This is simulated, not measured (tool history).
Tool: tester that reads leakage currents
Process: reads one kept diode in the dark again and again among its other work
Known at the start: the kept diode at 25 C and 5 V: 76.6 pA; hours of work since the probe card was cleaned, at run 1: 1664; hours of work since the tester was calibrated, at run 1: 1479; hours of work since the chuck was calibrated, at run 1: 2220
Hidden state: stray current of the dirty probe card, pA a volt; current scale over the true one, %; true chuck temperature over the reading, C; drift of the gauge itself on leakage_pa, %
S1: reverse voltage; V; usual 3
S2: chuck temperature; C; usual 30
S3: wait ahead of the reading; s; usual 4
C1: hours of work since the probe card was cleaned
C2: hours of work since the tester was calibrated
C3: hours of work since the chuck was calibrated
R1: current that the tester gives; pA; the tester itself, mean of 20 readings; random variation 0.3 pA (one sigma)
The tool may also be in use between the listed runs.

run      day     S1  S2    S3    C1    C2    C3      R1
  1        0      3  30     4  1664  1479  2220   98.99
       3.012  -- probe card cleaned and baked
  2   11.196      3  30     4    96  1609  2350   98.49
      12.717  -- chuck's temperature calibrated
  3   22.962      3  30     4   233  1746   120   99.16
  4   27.854      3  30     4   291  1803   178   98.66
  5   36.779      3  30  0.39   395  1908   282  100.91
  6   41.617      3  32     4   452  1965   339  118.19
  7   48.258      3  32     4   530  2043   417  117.86
  8   58.254      3  30     4   647  2160   534   98.41
  9   69.408   1.26  30     4   778  2291   665   68.88
 10   80.967  11.04  30     4   914  2426   801  171.06
 11   91.733   1.45  30     4  1040  2553   927   72.59
 12   96.588      3  51     4  1097  2610   984  591.53
     104.983  -- tester calibrated
 13  105.379      3  51     4  1199     5  1086  593.46
 14    115.2      3  51     4  1314   120  1202  592.41
 15  124.904      3  51     4  1428   234  1315  591.99
 16  134.279      3  21  3.79  1538   344  1425   42.31
 17  140.154      3  21  3.79  1607   413  1494   42.55
     148.275  -- probe card cleaned and baked
 18  150.933      3  25  0.93    31   538  1619    62.8
 19    157.8      3  44     4   112   618  1700  334.56
 20  163.012  18.93  30  2.73   173   679  1761  215.78
 21  172.175  18.93  30  2.73   280   787  1869  214.21
 22  182.975  13.01  30  5.32   407   914  1995  183.04
 23  191.429  13.01  30  5.32   506  1013  2095  183.43
 24  200.962   4.24  30  1.99   618  1125  2206  114.68
 25  211.442   4.24  30  1.99   741  1248  2329  114.64
      215.35  -- chuck's temperature calibrated
 26  218.271   4.24  30  1.99   820  1327    34  114.49
 27  225.567      3  44  0.65   906  1412   120  335.29
 28  234.158      3  44  0.65  1007  1513   221  335.34
 29  245.833  19.71  30  1.83  1144  1650   358  220.88

4 ways to go on from here, each from the tool as it stands after run 29. What would each give?
  A  257.004   5.19  33   1.5  1275  1781  489   ?
  B  257.004      3  30  6.95  1275  1781  489   ?
  C  257.004  19.71  43  1.37  1275  1781  489   ?
  D  257.004      3  38     4  1275  1781  489   ?

run      R1
  A  163.46
  B   98.77
  C  681.52
  D  201.11
Without the tool's hidden state the same runs would have given:
run      R1
  A  163.48
  B   98.78
  C   681.6
  D  201.14
